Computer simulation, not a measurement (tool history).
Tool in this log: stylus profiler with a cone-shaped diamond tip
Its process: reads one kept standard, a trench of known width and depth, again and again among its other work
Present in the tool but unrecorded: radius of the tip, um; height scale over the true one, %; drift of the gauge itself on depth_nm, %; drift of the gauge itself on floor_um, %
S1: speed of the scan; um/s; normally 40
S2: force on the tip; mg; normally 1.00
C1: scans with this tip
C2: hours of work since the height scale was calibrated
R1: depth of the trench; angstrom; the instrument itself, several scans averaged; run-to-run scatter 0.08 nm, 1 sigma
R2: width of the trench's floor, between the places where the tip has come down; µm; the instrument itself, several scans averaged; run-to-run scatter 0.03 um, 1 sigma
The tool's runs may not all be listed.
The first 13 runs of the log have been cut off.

Run 14, hour 1191.2: usual settings but S1 84 um/s; C1 14419; C2 1049. Result: R1 1000.6 angstrom, R2 27.45 µm.
Run 15, hour 1256.4: usual settings; C1 14889; C2 1083. Result: R1 1002.3 angstrom, R2 27.83 µm.
Run 16, hour 1338.4: usual settings but S1 17 um/s; C1 15481; C2 1126. Result: R1 1000.1 angstrom, R2 27.98 µm.
Run 17, hour 1405.8: usual settings but S1 17 um/s, S2 0.51 mg; C1 15967; C2 1161. Result: R1 998.5 angstrom, R2 27.91 µm.
At hour 1479.9: new tip fitted, height scale calibrated.
Run 18, hour 1539.6: usual settings; C1 431; C2 31. Result: R1 1005.3 angstrom, R2 28.45 µm.
Run 19, hour 1663.9: usual settings; C1 1327; C2 97. Result: R1 1005.2 angstrom, R2 28.36 µm.
Run 20, hour 1785.6: usual settings; C1 2205; C2 160. Result: R1 1004.3 angstrom, R2 28.32 µm.
Run 21, hour 1851.5: usual settings; C1 2680; C2 195. Result: R1 1004.8 angstrom, R2 28.25 µm.
Run 22, hour 1974.6: usual settings but S1 88 um/s, S2 1.80 mg; C1 3568; C2 260. Result: R1 1004.6 angstrom, R2 28.03 µm.
Run 23, hour 2038.3: usual settings but S1 46 um/s, S2 2.08 mg; C1 4027; C2 293. Result: R1 1007.0 angstrom, R2 28.29 µm.
Run 24, hour 2143.0: usual settings but S1 46 um/s, S2 2.08 mg; C1 4782; C2 348. Result: R1 1007.9 angstrom, R2 28.28 µm.

Predict the results of run 25:
Run 25, hour 2264.1: usual settings but S1 46 um/s, S2 1.82 mg; C1 5656; C2 411. Result: R1 ?, R2 ?.

{"run 25": {"R1": 1006.3, "R2": 28.22}}
Take away the tool's hidden state, keep the run-to-run variation as it was, and the same run would have given R1 1008.5 angstrom, R2 28.47 µm.
